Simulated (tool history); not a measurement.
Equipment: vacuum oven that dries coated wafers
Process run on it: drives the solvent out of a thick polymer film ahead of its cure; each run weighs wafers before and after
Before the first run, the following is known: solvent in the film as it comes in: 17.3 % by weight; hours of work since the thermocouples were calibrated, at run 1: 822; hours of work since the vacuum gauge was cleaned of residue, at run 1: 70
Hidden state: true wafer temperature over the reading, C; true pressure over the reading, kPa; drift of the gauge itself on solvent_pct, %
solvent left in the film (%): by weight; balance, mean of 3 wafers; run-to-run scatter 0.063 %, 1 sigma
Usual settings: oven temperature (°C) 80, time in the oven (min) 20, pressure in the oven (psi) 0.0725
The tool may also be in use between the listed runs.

run   hour  oven temperature (°C)  time in the oven (min)  pressure in the oven (psi)  hours of work since the thermocouples were calibrated  hours of work since the vacuum gauge was cleaned of residue  solvent left in the film (%)
  1    0.0                     80                      20                      0.0725                                                    822                                                           70                          4.41
  2   12.5                     80                      20                      0.0725                                                    827                                                           75                          4.38
  3   21.7                     80                      20                      0.0725                                                    831                                                           79                          4.36
  4   31.3                     80                      20                      0.0725                                                    835                                                           83                          4.44
  5   43.7                     80                      20                      0.0725                                                    841                                                           89                          4.34
      46.3  -- oven's thermocouples calibrated
  6   57.1                     80                      20                      0.0725                                                      5                                                           94                          4.50
  7   63.1                     74                      20                      0.0870                                                      7                                                           96                          7.12
  8   71.2                     66                      14                      0.0725                                                     11                                                          100                         11.13
  9   81.4                     66                      14                      0.0725                                                     15                                                          104                         10.90
 10   88.4                     66                      14                      0.0725                                                     18                                                          107                         11.20
 11  101.1                     66                      14                      0.0725                                                     24                                                          113                         10.92

Predict each of these 5 candidate next runs independently; none follows another, all start after run 11:
  A  107.9                     80                      10                      0.2376                                                     27                                                          116                             ?
  B  107.9                     80                      15                      0.1004                                                     27                                                          116                             ?
  C  107.9                     80                      27                      0.0776                                                     27                                                          116                             ?
  D  107.9                     72                      24                      0.0725                                                     27                                                          116                             ?
  E  107.9                     80                      22                      0.0695                                                     27                                                          116                             ?

run  solvent left in the film (%)
  A                          8.22
  B                          6.15
  C                          3.04
  D                          6.76
  E                          4.06
With no hidden state in the tool, these same runs would have given:
run  solvent left in the film (%)
  A                          7.54
  B                          5.41
  C                          2.40
  D                          5.99
  E                          3.35

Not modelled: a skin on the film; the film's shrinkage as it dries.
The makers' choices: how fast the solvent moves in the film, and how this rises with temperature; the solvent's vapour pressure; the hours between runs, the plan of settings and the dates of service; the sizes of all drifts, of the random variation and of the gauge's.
